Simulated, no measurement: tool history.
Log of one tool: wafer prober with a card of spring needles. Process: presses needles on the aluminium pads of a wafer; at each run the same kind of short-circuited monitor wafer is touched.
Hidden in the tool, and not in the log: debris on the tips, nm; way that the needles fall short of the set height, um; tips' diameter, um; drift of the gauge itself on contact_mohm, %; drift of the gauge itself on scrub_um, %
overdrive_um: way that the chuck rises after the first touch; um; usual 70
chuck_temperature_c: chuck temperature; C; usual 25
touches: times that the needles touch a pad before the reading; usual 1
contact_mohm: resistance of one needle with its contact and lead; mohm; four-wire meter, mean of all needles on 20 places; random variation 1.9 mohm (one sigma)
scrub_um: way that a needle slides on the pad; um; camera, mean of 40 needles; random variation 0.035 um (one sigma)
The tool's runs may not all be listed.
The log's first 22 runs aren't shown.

run   hour  overdrive_um  chuck_temperature_c  touches  touches since the tips were cleaned  cleanings since the card got new needles  touches since the first contact's height was set  contact_mohm  scrub_um
     405.8  -- tips cleaned on abrasive film
     423.3  -- tips cleaned on abrasive film
 23  423.3            86                   36        1                                    0                                        44                                             41273           213     17.64
 24  435.4            63                   61        2                                 6564                                        44                                             47837           349     12.94
       442  -- tips cleaned on abrasive film
 25  453.3            51                   61        2                                 6110                                        45                                             57502           429     10.47
     459.2  -- tips cleaned on abrasive film
 26  472.8            51                   61        2                                 7424                                        46                                             68044           439     10.39
     476.1  -- tips cleaned on abrasive film
     493.3  -- tips cleaned on abrasive film
 27  498.6            51                   36        2                                 2891                                        48                                             81904           338     10.35
     510.6  -- tips cleaned on abrasive film
 28  518.3            78                   34        3                                 4174                                        49                                             92528           249     15.99
       527  -- height of the first contact set anew
     529.6  -- tips cleaned on abrasive film
 29  537.8            78                   43        2                                 4472                                        50                                              5797           274     16.13
     546.6  -- tips cleaned on abrasive film
     563.6  -- tips cleaned on abrasive film
 30  563.6            78                   43        2                                    0                                        52                                             19654           211     16.07
     580.8  -- tips cleaned on abrasive film
 31  586.3            80                   77        1                                 2955                                        53                                             31929           305     16.43
     598.8  -- tips cleaned on abrasive film
 32  609.5            70                   94        1                                 5802                                        54                                             44486           397     14.38
     615.8  -- tips cleaned on abrasive film
 33  625.5            70                   94        1                                 5289                                        55                                             53099           375     14.34

Forecast each of these 3 alternatives for the next run:
     633.2  -- tips cleaned on abrasive film
  A  649.1            69                   72        1                                 8629                                        56                                             65822             ?         ?
     633.2  -- tips cleaned on abrasive film
  B  649.1            77                   43        1                                 8629                                        56                                             65822             ?         ?
     633.2  -- tips cleaned on abrasive film
  C  649.1            77                  122        1                                 8629                                        56                                             65822             ?         ?

run  contact_mohm  scrub_um
  A           435     14.14
  B           396     15.83
  C           394     15.78
Without the tool's hidden state the same runs would have given:
run  contact_mohm  scrub_um
  A           208      14.3
  B           201     15.98
  C           223     15.94

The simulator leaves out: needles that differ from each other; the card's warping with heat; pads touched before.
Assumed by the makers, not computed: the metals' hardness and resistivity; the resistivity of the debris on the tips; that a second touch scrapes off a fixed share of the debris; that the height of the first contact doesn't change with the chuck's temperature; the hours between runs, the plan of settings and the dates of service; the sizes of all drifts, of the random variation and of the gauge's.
